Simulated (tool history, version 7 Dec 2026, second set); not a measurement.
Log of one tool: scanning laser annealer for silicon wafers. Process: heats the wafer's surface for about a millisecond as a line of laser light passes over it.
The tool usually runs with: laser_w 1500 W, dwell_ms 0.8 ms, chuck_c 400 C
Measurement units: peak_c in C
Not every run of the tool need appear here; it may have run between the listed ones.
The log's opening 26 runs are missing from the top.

| run | hour | laser_w | dwell_ms | chuck_c | peak_c |
|---|---|---|---|---|---|
| 27 | 204.7 | 1315 | 0.8 | 400 | 1035 |
| 28 | 212.9 | 1481 | 0.8 | 401 | 1115 |
|  | 224.6 | laser's power meter calibrated, once more |
| 29 | 226.1 | 1481 | 0.8 | 401 | 1121 |
| 30 | 230.9 | 1481 | 0.8 | 401 | 1120 |
| 31 | 240.4 | 1326 | 0.82 | 438 | 1087 |
| 32 | 245.9 | 1581 | 0.62 | 438 | 1120 |
| 33 | 252.5 | 1581 | 0.62 | 395 | 1081 |
| 34 | 262.6 | 1581 | 0.739 | 395 | 1137 |
| 35 | 267.1 | 1587 | 0.739 | 395 | 1141 |
| 36 | 277.4 | 1574 | 0.593 | 418 | 1088 |
| 37 | 282 | 1523 | 0.696 | 413 | 1104 |
| 38 | 292.2 | 1622 | 0.853 | 399 | 1209 |

For run 39, what comes out?
| 39 | 297.9 | 1544 | 0.654 | 440 | ? |

{"run 39": {"peak_c": 1123}}
Minus the tool's unlogged condition, the same run would have read peak_c 1151 C.

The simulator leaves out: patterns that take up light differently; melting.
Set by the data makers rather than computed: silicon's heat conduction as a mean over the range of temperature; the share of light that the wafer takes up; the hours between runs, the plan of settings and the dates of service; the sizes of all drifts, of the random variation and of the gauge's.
